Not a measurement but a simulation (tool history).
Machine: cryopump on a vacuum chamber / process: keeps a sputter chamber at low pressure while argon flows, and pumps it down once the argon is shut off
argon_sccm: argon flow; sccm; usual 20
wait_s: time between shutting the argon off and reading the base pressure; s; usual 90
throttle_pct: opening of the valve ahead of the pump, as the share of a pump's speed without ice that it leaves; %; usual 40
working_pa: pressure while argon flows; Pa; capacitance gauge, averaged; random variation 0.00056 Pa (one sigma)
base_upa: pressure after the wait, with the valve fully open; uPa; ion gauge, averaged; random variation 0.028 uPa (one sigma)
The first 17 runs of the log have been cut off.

run    hour  argon_sccm  wait_s  throttle_pct  hours of work since the pump was warmed up and emptied  hours of work since the cold head was overhauled  hours of work since the chamber's fittings were tightened  working_pa  base_upa
 18  1124.4           9      90            40                                                     766                                              1851                                                        611      0.0313      2.37
 19  1197.6          15      82            40                                                     824                                              1909                                                        669      0.0532      2.52
 20  1290.2          20     285            20                                                     897                                              1982                                                        742      0.1379      1.84
 21  1332.5          20      53            50                                                     930                                              2016                                                        776      0.0587      3.48
 22  1405.1          19     170            19                                                     988                                              2073                                                        833      0.1367      2.24
 23  1462.3          19     170            19                                                    1033                                              2119                                                        878       0.137      2.34
 24  1517.8          14      52            29                                                    1077                                              2163                                                        922      0.0684      3.78
     1535.6  -- pump warmed up, emptied and cooled again
 25    1573          28      83            56                                                      30                                              2202                                                        962      0.0661      2.75
 26  1662.9          20     193            16                                                     101                                              2273                                                       1033      0.1635      2.19
 27  1703.4          20     193            16                                                     133                                              2305                                                       1065      0.1636       2.2
 28  1798.2          39      22            16                                                     208                                              2380                                                       1140      0.3209      6.51

Expected results for the next run?
 29  1874.9          19      90            46                                                     268                                              2441                                                       1201           ?         ?

{"run 29": {"working_pa": 0.0546, "base_upa": 2.99}}
Were there no unlogged condition in the tool, this run, its random variation unchanged, would have produced working_pa 0.0525 Pa, base_upa 1.34 uPa.
